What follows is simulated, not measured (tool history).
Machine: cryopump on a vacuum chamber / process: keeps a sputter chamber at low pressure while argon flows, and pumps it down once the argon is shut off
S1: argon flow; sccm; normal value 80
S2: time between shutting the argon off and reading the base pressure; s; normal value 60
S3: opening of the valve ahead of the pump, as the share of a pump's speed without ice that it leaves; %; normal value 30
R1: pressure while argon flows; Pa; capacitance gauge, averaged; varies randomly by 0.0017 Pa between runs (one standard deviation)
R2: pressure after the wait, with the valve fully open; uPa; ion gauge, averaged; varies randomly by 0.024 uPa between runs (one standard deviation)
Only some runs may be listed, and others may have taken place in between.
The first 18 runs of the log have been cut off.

run   hour   S1   S2  S3      R1    R2
 19  204.0   65   46  24  0.4329  3.27
 20  220.7   65  118  28  0.3787  2.89
 21  232.8   80  117  16  0.7831  2.91
 22  248.4   80  117  16  0.7892  2.98
 23  262.6   80  117  21  0.6126  2.88
 24  277.5   80  117  21  0.6129  3.04
 25  292.5   76  215  17  0.7139  2.89
 26  309.7   76  215  17  0.7115  2.92
 27  320.1  152   60  33  0.7832  3.45
 28  327.9  152   60  33  0.7863  3.54
 29  338.1   38   60  21  0.2961  3.53
 30  347.2   47   60  30  0.2651  3.51
 31  360.1   47   95  49  0.1748  3.30
 32  375.2   80   30  22  0.5984  4.25
     384.6  -- pump warmed up, emptied and cooled again
 33  390.1   80   30  22  0.5425  3.30
 34  403.3  103   45  29  0.5289  2.92

Forecast each of these 4 alternatives for the next run:
  A  413.0   80   60  29   ?   ?
  B  413.0   80  158  15   ?   ?
  C  413.0  146   60  16   ?   ?
  D  413.0   58   60  22   ?   ?

run      R1    R2
  A  0.4156  2.67
  B  0.7991  2.39
  C  1.3710  2.71
  D  0.3952  2.73
Had the tool no hidden state, the same runs would have come out as:
run      R1    R2
  A  0.4126  0.87
  B  0.7962  0.52
  C  1.3656  0.86
  D  0.3931  0.87
